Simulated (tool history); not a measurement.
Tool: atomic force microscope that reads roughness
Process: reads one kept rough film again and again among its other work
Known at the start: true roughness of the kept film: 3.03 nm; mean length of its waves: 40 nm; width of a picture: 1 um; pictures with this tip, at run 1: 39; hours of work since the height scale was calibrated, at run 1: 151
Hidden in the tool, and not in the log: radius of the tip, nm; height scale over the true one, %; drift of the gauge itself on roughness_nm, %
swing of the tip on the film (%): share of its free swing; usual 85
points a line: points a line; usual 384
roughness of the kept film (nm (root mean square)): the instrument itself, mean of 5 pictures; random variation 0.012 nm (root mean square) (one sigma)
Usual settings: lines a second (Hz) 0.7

run,hour,lines a second (Hz),swing of the tip on the film (%),points a line,pictures with this tip,hours of work since the height scale was calibrated,roughness of the kept film (nm (root mean square))
1,0,0.7,85,384,39,151,2.47
2,7.2,0.7,85,384,59,157,2.359
# hour 10.7: new tip fitted
3,13.6,0.7,85,266,8,161,2.682
4,22.3,0.7,85,266,31,168,2.518
5,30,0.7,85,266,52,174,2.369
6,34.7,0.7,85,266,64,178,2.299
# hour 36: new tip fitted
7,39.9,0.7,85,266,10,181,2.658
8,47.1,0.7,85,266,29,187,2.512
9,52.9,0.7,85,338,45,191,2.423
10,60.4,0.7,85,384,65,197,2.336
# hour 61.6: new tip fitted
11,66.7,0.7,85,348,14,202,2.651
12,70.7,0.7,85,384,25,205,2.568
13,78.5,1.927,85,384,46,211,2.336
# hour 86.8: new tip fitted
14,86.8,1.927,85,384,0,217,2.637
15,91.4,1.927,85,384,12,220,2.548
16,98.8,1.927,85,384,32,226,2.397
17,106.9,1.36,68,877,54,232,2.403
18,111.3,1.639,70,877,65,236,2.336
# hour 112.4: new tip fitted
19,119.8,1.639,70,877,20,242,2.625
20,125.8,0.806,58,1012,36,247,2.562
21,132.6,0.806,58,1012,54,252,2.476
# hour 138: new tip fitted
22,138.9,0.806,58,1012,3,256,2.812
# hour 140.6: height scale calibrated on a step standard
23,147.5,1.246,56,1012,23,5,2.67
24,153.6,1.138,87,354,40,10,2.426

Forecast run 25:
25,163.2,1.138,87,441,65,17,?

Run 25 gave roughness of the kept film (nm (root mean square)) 2.257.
Without the tool's hidden state the same run would have given roughness of the kept film (nm (root mean square)) 2.699.
